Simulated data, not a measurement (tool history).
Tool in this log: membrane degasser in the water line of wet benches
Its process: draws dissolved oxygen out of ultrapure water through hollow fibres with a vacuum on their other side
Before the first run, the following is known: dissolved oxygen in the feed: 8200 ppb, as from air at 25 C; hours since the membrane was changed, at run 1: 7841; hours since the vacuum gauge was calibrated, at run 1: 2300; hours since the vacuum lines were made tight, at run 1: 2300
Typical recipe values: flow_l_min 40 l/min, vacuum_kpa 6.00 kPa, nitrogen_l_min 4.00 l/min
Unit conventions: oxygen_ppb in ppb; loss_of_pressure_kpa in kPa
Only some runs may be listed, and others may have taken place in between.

run    hour  flow_l_min  vacuum_kpa  nitrogen_l_min  hours since the membrane was changed  hours since the vacuum gauge was calibrated  hours since the vacuum lines were made tight  oxygen_ppb  loss_of_pressure_kpa
  1     0.0          40        6.00            4.00                                  7841                                         2300                                          2300       233.8                 52.83
  2   180.8          29        6.00            4.00                                  8021                                         2481                                          2481       135.5                 38.46
  3   353.5          29        6.00            4.00                                  8194                                         2654                                          2654       132.7                 38.15
  4   520.5          29        6.00            4.00                                  8361                                         2821                                          2821       134.6                 37.82
  5   619.4          29        4.05            4.00                                  8460                                         2920                                          2920       101.6                 38.11
  6   781.2          29        4.05            4.00                                  8622                                         3081                                          3081       102.2                 38.14
  7   892.1          29        4.05            4.00                                  8733                                         3192                                          3192       102.1                 38.24
  8   991.6          28        6.00            4.00                                  8832                                         3292                                          3292       126.4                 37.22
  9  1091.3          59        6.00            4.10                                  8932                                         3391                                          3391       439.0                 77.98
 10  1217.1          36        7.12            2.84                                  9058                                         3517                                          3517       254.1                 47.28
 11  1317.8          46       13.39            6.69                                  9158                                         3618                                          3618       384.1                 61.07
 12  1476.7          60       13.62            3.00                                  9317                                         3777                                          3777       771.2                 79.15
 13  1590.2          60        4.09            3.40                                  9431                                         3890                                          3890       405.4                 79.20
 14  1669.1          43        7.86            5.50                                  9510                                         3969                                          3969       289.9                 56.49
 15  1801.3          43        7.86            5.50                                  9642                                         4101                                          4101       289.3                 56.70

Alternative continuations, all from the tool just after run 15; predict every row:
  A  1915.4          38        9.59            5.50                                  9756                                         4215                                          4215           ?                     ?
  B  1915.4          43        6.62            5.50                                  9756                                         4215                                          4215           ?                     ?
  C  1915.4          54        7.86            5.45                                  9756                                         4215                                          4215           ?                     ?

run  oxygen_ppb  loss_of_pressure_kpa
  A       261.3                 50.50
  B       264.3                 56.54
  C       408.7                 71.43
With no hidden state in the tool, these same runs would have given:
run  oxygen_ppb  loss_of_pressure_kpa
  A       240.2                 49.00
  B       239.5                 54.85
  C       375.8                 69.30
